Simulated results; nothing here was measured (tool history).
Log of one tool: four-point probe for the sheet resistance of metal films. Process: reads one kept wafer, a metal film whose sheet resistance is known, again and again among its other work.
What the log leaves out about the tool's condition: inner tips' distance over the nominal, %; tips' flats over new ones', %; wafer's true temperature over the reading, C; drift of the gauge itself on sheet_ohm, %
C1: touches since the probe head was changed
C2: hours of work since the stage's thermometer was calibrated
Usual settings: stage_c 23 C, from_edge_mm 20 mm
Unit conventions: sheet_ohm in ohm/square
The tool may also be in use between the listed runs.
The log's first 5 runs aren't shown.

Run 6, hour 185.2: usual settings but stage_c 24 C; C1 107629; C2 478. Result: sheet_ohm 2.120064 ohm/square.
Run 7, hour 228.6: usual settings but from_edge_mm 10 mm; C1 109923; C2 510. Result: sheet_ohm 2.123391 ohm/square.
Run 8, hour 266.4: usual settings but from_edge_mm 10 mm; C1 111918; C2 538. Result: sheet_ohm 2.122901 ohm/square.
Run 9, hour 312.2: usual settings but from_edge_mm 10 mm; C1 114340; C2 572. Result: sheet_ohm 2.121814 ohm/square.
Run 10, hour 350.3: usual settings but from_edge_mm 10 mm; C1 116351; C2 600. Result: sheet_ohm 2.121974 ohm/square.
Run 11, hour 376.6: usual settings but from_edge_mm 10 mm; C1 117742; C2 620. Result: sheet_ohm 2.122251 ohm/square.
Run 12, hour 417.9: usual settings but from_edge_mm 4 mm; C1 119924; C2 650. Result: sheet_ohm 2.145624 ohm/square.
Run 13, hour 460.1: usual settings but stage_c 18 C, from_edge_mm 4 mm; C1 122151; C2 681. Result: sheet_ohm 2.145287 ohm/square.
Run 14, hour 506.6: usual settings but stage_c 18 C, from_edge_mm 4 mm; C1 124611; C2 716. Result: sheet_ohm 2.144811 ohm/square.
Run 15, hour 547.4: usual settings but stage_c 18 C, from_edge_mm 4 mm; C1 126766; C2 746. Result: sheet_ohm 2.144451 ohm/square.
Run 16, hour 571.5: usual settings but stage_c 18 C, from_edge_mm 4 mm; C1 128040; C2 764. Result: sheet_ohm 2.145003 ohm/square.
Run 17, hour 605.3: usual settings but stage_c 25 C, from_edge_mm 72 mm; C1 129826; C2 789. Result: sheet_ohm 2.115768 ohm/square.
At hour 609: stage's thermometer calibrated.
Run 18, hour 630.8: usual settings but stage_c 30 C, from_edge_mm 18 mm; C1 131147; C2 16. Result: sheet_ohm 2.115116 ohm/square.
Run 19, hour 671.6: usual settings but stage_c 30 C, from_edge_mm 18 mm; C1 133300; C2 46. Result: sheet_ohm 2.113753 ohm/square.
Run 20, hour 690.3: usual settings but stage_c 30 C, from_edge_mm 11 mm; C1 134286; C2 60. Result: sheet_ohm 2.116452 ohm/square.
Run 21, hour 720.3: usual settings but stage_c 30 C, from_edge_mm 11 mm; C1 135873; C2 82. Result: sheet_ohm 2.116445 ohm/square.
Run 22, hour 755.8: usual settings but stage_c 22 C, from_edge_mm 27 mm; C1 137750; C2 109. Result: sheet_ohm 2.113454 ohm/square.
Run 23, hour 797.4: usual settings but stage_c 29 C, from_edge_mm 14 mm; C1 139946; C2 139. Result: sheet_ohm 2.114141 ohm/square.
Run 24, hour 829.9: usual settings but stage_c 33 C, from_edge_mm 38 mm; C1 141664; C2 163. Result: sheet_ohm 2.112332 ohm/square.
Run 25, hour 870.5: usual settings but from_edge_mm 24 mm; C1 143806; C2 193. Result: sheet_ohm 2.112499 ohm/square.
At hour 880.4: stage's thermometer calibrated, once more.
Run 26, hour 909: usual settings but stage_c 20 C, from_edge_mm 43 mm; C1 145815; C2 21. Result: sheet_ohm 2.116335 ohm/square.
Run 27, hour 929.4: usual settings but stage_c 20 C, from_edge_mm 43 mm; C1 146893; C2 36. Result: sheet_ohm 2.114934 ohm/square.
Run 28, hour 970.8: usual settings but stage_c 26 C, from_edge_mm 6 mm; C1 149081; C2 67. Result: sheet_ohm 2.12736 ohm/square.
Run 29, hour 1013: usual settings but stage_c 18 C, from_edge_mm 53 mm; C1 151310; C2 98. Result: sheet_ohm 2.114746 ohm/square.
Run 30, hour 1045.7: usual settings but stage_c 28 C, from_edge_mm 54 mm; C1 153039; C2 122. Result: sheet_ohm 2.114863 ohm/square.

Branching from run 30: 3 alternative next runs. What would each branch give?
Run A, hour 1067.4: usual settings but stage_c 18 C, from_edge_mm 5 mm; C1 154185; C2 138. Result: sheet_ohm ?.
Run B, hour 1067.4: usual settings but stage_c 33 C, from_edge_mm 6 mm; C1 154185; C2 138. Result: sheet_ohm ?.
Run C, hour 1067.4: usual settings but stage_c 22 C, from_edge_mm 49 mm; C1 154185; C2 138. Result: sheet_ohm ?.

run  sheet_ohm
  A   2.133178
  B   2.127038
  C   2.115323
What these runs would have given with no unlogged condition in the tool:
run  sheet_ohm
  A   2.152554
  B    2.14631
  C   2.134535

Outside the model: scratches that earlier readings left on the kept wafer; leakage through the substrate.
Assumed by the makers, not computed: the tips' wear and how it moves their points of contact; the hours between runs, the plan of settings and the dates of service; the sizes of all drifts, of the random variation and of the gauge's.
